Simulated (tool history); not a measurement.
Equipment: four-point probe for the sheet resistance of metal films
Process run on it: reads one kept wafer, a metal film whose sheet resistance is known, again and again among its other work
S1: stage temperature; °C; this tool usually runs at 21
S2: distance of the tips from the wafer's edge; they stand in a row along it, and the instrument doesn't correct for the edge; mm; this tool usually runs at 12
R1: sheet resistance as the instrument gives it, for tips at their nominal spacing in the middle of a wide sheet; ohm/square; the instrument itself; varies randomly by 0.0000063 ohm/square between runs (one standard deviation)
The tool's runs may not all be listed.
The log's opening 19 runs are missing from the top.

run	day	S1	S2	R1
20	21.483	29	7	0.031169
21	22.842	20	5	0.031508
22	23.675	18	26	0.0314
23	24.625	18	26	0.031408
24	25.246	18	26	0.031411
25	26.558	18	26	0.031399
26	27.492	18	26	0.031405
27	28.417	18	26	0.03142
28	29.575	25	32	0.031223
29	30.433	24	9	0.031314
30	31.058	24	9	0.0313
31	31.767	24	9	0.031297
32	32.417	26	3	0.031673
33	33.462	30	6	0.031218
34	34.142	30	6	0.0312
35	35.312	30	6	0.031211
36	36.288	34	20	0.031012

Here are 4 independent what-if runs from the current tool condition. What would each one return?
A	37.792	19	17	?
B	37.792	18	4	?
C	37.792	31	30	?
D	37.792	21	4	?

run	R1
A	0.03141
B	0.031686
C	0.031083
D	0.031614
The same runs, with their run-to-run variation unchanged, on a tool lacking any hidden condition would have given:
run	R1
A	0.031318
B	0.031593
C	0.030992
D	0.031522

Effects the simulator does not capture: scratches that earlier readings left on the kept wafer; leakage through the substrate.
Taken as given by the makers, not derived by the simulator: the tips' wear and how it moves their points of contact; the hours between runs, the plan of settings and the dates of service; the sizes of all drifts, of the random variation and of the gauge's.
